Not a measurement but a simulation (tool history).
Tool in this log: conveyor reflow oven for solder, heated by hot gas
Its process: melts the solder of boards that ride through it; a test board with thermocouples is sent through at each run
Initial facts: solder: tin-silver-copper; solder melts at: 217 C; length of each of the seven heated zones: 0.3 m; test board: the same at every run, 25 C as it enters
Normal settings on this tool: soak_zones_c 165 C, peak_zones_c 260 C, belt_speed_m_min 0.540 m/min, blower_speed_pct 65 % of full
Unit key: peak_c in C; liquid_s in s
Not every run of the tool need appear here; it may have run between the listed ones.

run,hour,soak_zones_c,peak_zones_c,belt_speed_m_min,blower_speed_pct,peak_c,liquid_s
1,0.0,165,260,0.540,65,238.5,34.5
2,31.5,165,260,0.540,65,237.4,34.5
# hour 63.7: flux residue cleaned out of gas plates and filters
3,83.8,165,260,0.540,65,238.1,34.2
4,120.2,165,260,0.540,65,238.1,34.7
5,152.3,165,260,0.540,65,238.5,35.1
6,186.1,165,260,0.540,65,238.1,34.5
7,210.3,173,260,0.540,65,239.9,38.8
8,242.9,165,260,0.540,65,238.4,33.5
9,293.0,165,260,0.540,65,239.5,34.5
10,315.5,165,260,0.540,65,237.6,34.1
11,346.9,157,260,0.540,65,236.2,31.2
12,395.0,157,249,0.540,65,227.7,19.4
13,426.1,165,260,0.540,65,237.5,34.4
14,470.6,165,260,0.540,65,238.6,35.0
15,519.9,171,260,0.540,65,239.5,37.6
16,556.9,171,260,0.540,65,240.0,37.4
17,586.8,171,262,0.532,65,241.3,39.5
18,625.7,179,265,0.561,77,247.0,45.2
# hour 652.4: belt drive overhauled, speed set with a stopwatch
19,664.8,179,265,0.561,77,247.9,45.5
20,691.4,179,265,0.561,77,247.2,45.7
21,742.3,179,257,0.575,50,231.3,25.9
# hour 772.1: flux residue cleaned out of gas plates and filters
22,774.7,179,273,0.575,50,243.1,39.2
23,807.3,165,260,0.555,85,243.1,39.2
24,840.6,165,260,0.555,85,242.2,39.0
25,874.5,161,260,0.555,88,242.9,38.0
26,903.7,163,260,0.540,88,244.1,41.4
27,946.4,165,275,0.446,88,263.3,65.6
28,997.0,165,275,0.446,88,262.8,65.4
29,1036.9,166,255,0.522,62,234.3,32.1
30,1066.6,165,267,0.563,65,242.9,35.6
31,1106.0,165,267,0.563,65,243.1,35.7

Forecast each of these 3 alternatives for the next run:
A,1130.2,176,260,0.569,65,?,?
B,1130.2,165,251,0.540,87,?,?
C,1130.2,165,263,0.635,65,?,?

run,peak_c,liquid_s
A,238.5,36.1
B,236.0,34.2
C,233.9,23.1
Had the tool no hidden state, the same runs would have come out as:
run,peak_c,liquid_s
A,238.5,36.1
B,236.1,34.3
C,234.0,23.1
